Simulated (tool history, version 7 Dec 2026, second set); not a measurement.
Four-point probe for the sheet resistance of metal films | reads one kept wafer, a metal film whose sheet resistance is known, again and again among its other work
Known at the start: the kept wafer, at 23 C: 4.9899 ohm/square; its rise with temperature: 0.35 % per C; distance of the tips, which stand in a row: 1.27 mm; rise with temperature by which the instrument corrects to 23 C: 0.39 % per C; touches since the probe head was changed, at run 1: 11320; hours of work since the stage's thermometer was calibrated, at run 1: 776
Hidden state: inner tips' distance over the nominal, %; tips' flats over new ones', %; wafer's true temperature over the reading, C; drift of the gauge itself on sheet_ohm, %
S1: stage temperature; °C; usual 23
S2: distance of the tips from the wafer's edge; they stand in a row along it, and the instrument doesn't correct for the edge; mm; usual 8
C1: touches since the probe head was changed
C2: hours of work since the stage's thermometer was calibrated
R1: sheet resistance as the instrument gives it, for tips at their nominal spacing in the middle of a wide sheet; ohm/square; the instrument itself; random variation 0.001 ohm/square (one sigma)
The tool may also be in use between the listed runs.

{"run": 1, "hour": 0.0, "S1": 23, "S2": 8, "C1": 11320, "C2": 776, "R1": 5.05743}
{"run": 2, "hour": 23.4, "S1": 23, "S2": 8, "C1": 12237, "C2": 793, "R1": 5.058659}
{"run": 3, "hour": 46.4, "S1": 23, "S2": 8, "C1": 13143, "C2": 809, "R1": 5.059462}
{"run": 4, "hour": 68.8, "S1": 23, "S2": 8, "C1": 14020, "C2": 825, "R1": 5.057681}
{"run": 5, "hour": 96.1, "S1": 34, "S2": 8, "C1": 15092, "C2": 844, "R1": 5.036557}
{"run": 6, "hour": 128.6, "S1": 34, "S2": 8, "C1": 16367, "C2": 867, "R1": 5.037801}
{"run": 7, "hour": 157.3, "S1": 23, "S2": 8, "C1": 17494, "C2": 887, "R1": 5.05994}
{"run": 8, "hour": 185.1, "S1": 23, "S2": 8, "C1": 18586, "C2": 907, "R1": 5.05482}
{"run": 9, "hour": 220.0, "S1": 27, "S2": 8, "C1": 19956, "C2": 932, "R1": 5.049287}
{"run": 10, "hour": 239.7, "S1": 23, "S2": 8, "C1": 20733, "C2": 946, "R1": 5.055367}
{"run": 11, "hour": 271.5, "S1": 23, "S2": 8, "C1": 21981, "C2": 968, "R1": 5.056716}
{"run": 12, "hour": 288.4, "S1": 23, "S2": 8, "C1": 22642, "C2": 980, "R1": 5.057064}
{"run": 13, "hour": 311.4, "S1": 23, "S2": 22, "C1": 23544, "C2": 996, "R1": 4.998442}
{"run": 14, "hour": 341.5, "S1": 23, "S2": 31, "C1": 24727, "C2": 1017, "R1": 4.99414}
{"run": 15, "hour": 375.3, "S1": 23, "S2": 31, "C1": 26054, "C2": 1041, "R1": 4.993786}
{"run": 16, "hour": 406.6, "S1": 23, "S2": 31, "C1": 27282, "C2": 1063, "R1": 4.99198}
{"hour": 409.8, "done": "stage's thermometer calibrated"}
{"run": 17, "hour": 435.0, "S1": 23, "S2": 31, "C1": 28380, "C2": 18, "R1": 4.995202}
{"run": 18, "hour": 464.9, "S1": 23, "S2": 31, "C1": 29554, "C2": 39, "R1": 4.991455}
{"run": 19, "hour": 494.1, "S1": 23, "S2": 15, "C1": 30698, "C2": 59, "R1": 5.010806}
{"hour": 512.5, "done": "stage's thermometer calibrated, once more"}
{"run": 20, "hour": 527.4, "S1": 23, "S2": 15, "C1": 31988, "C2": 11, "R1": 5.004476}
{"run": 21, "hour": 558.3, "S1": 23, "S2": 15, "C1": 33202, "C2": 32, "R1": 5.003478}
{"run": 22, "hour": 578.9, "S1": 19, "S2": 8, "C1": 34009, "C2": 47, "R1": 5.059057}
{"run": 23, "hour": 612.7, "S1": 19, "S2": 8, "C1": 35337, "C2": 71, "R1": 5.058564}
{"run": 24, "hour": 641.1, "S1": 19, "S2": 8, "C1": 36451, "C2": 91, "R1": 5.058469}

Run 25 comes next. What will it give?
{"run": 25, "hour": 669.2, "S1": 26, "S2": 21, "C1": 37553, "C2": 111, "R1": "?"}

R1: 4.988344 ohm/square
Without the tool's hidden state the same run would have given R1 4.995765 ohm/square.

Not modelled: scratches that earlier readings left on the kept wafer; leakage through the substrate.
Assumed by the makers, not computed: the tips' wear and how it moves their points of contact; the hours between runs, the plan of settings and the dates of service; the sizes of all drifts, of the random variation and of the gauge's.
